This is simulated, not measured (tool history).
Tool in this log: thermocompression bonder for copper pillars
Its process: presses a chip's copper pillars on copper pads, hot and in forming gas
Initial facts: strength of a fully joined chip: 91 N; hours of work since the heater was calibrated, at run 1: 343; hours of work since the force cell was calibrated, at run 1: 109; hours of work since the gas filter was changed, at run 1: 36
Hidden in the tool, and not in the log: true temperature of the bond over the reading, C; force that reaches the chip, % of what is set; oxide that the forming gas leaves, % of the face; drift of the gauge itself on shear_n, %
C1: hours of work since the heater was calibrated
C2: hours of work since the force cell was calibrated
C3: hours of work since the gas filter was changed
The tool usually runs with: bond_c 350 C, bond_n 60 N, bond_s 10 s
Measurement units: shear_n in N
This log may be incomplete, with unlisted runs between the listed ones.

{"run": 1, "hour": 0.0, "bond_c": 350, "bond_n": 60, "bond_s": 10, "C1": 343, "C2": 109, "C3": 36, "shear_n": 55.7}
{"run": 2, "hour": 5.7, "bond_c": 350, "bond_n": 60, "bond_s": 10, "C1": 347, "C2": 112, "C3": 40, "shear_n": 56.3}
{"run": 3, "hour": 14.0, "bond_c": 350, "bond_n": 60, "bond_s": 10, "C1": 351, "C2": 117, "C3": 44, "shear_n": 56.8}
{"run": 4, "hour": 24.0, "bond_c": 350, "bond_n": 60, "bond_s": 10, "C1": 357, "C2": 123, "C3": 50, "shear_n": 55.2}
{"run": 5, "hour": 30.1, "bond_c": 350, "bond_n": 60, "bond_s": 21, "C1": 361, "C2": 126, "C3": 54, "shear_n": 67.4}
{"run": 6, "hour": 37.7, "bond_c": 350, "bond_n": 38, "bond_s": 10, "C1": 365, "C2": 131, "C3": 58, "shear_n": 40.4}
{"run": 7, "hour": 45.2, "bond_c": 350, "bond_n": 38, "bond_s": 10, "C1": 369, "C2": 135, "C3": 63, "shear_n": 39.9}
{"run": 8, "hour": 50.1, "bond_c": 350, "bond_n": 38, "bond_s": 10, "C1": 372, "C2": 138, "C3": 65, "shear_n": 40}
{"run": 9, "hour": 54.7, "bond_c": 350, "bond_n": 38, "bond_s": 10, "C1": 375, "C2": 140, "C3": 68, "shear_n": 40.5}
{"run": 10, "hour": 59.8, "bond_c": 351, "bond_n": 49, "bond_s": 12, "C1": 378, "C2": 143, "C3": 71, "shear_n": 51.3}
{"run": 11, "hour": 66.2, "bond_c": 379, "bond_n": 49, "bond_s": 12, "C1": 382, "C2": 147, "C3": 75, "shear_n": 58.4}
{"hour": 68.2, "done": "force cell calibrated"}
{"run": 12, "hour": 76.3, "bond_c": 324, "bond_n": 43, "bond_s": 12, "C1": 387, "C2": 5, "C3": 80, "shear_n": 38.4}
{"run": 13, "hour": 86.2, "bond_c": 324, "bond_n": 43, "bond_s": 12, "C1": 392, "C2": 10, "C3": 85, "shear_n": 37.9}
{"hour": 94.0, "done": "force cell calibrated, once more"}
{"run": 14, "hour": 94.6, "bond_c": 329, "bond_n": 50, "bond_s": 12, "C1": 396, "C2": 0, "C3": 89, "shear_n": 44.5}
{"run": 15, "hour": 102.3, "bond_c": 349, "bond_n": 52, "bond_s": 12, "C1": 401, "C2": 5, "C3": 94, "shear_n": 52.8}
{"run": 16, "hour": 112.3, "bond_c": 330, "bond_n": 50, "bond_s": 6, "C1": 407, "C2": 11, "C3": 100, "shear_n": 35.7}
{"run": 17, "hour": 118.0, "bond_c": 330, "bond_n": 38, "bond_s": 7, "C1": 410, "C2": 14, "C3": 103, "shear_n": 28.9}

Predict each of these 4 candidate next runs independently; none follows another, all start after run 17:
{"run": "A", "hour": 123.9, "bond_c": 329, "bond_n": 52, "bond_s": 8, "C1": 413, "C2": 17, "C3": 106, "shear_n": "?"}
{"run": "B", "hour": 123.9, "bond_c": 377, "bond_n": 40, "bond_s": 23, "C1": 413, "C2": 17, "C3": 106, "shear_n": "?"}
{"run": "C", "hour": 123.9, "bond_c": 344, "bond_n": 48, "bond_s": 8, "C1": 413, "C2": 17, "C3": 106, "shear_n": "?"}
{"run": "D", "hour": 123.9, "bond_c": 353, "bond_n": 38, "bond_s": 23, "C1": 413, "C2": 17, "C3": 106, "shear_n": "?"}

run=A shear_n=40.7
run=B shear_n=61
run=C shear_n=41.4
run=D shear_n=53.6
Without the tool's hidden state the same runs would have given:
run=A shear_n=46.5
run=B shear_n=67.8
run=C shear_n=47.2
run=D shear_n=60.3
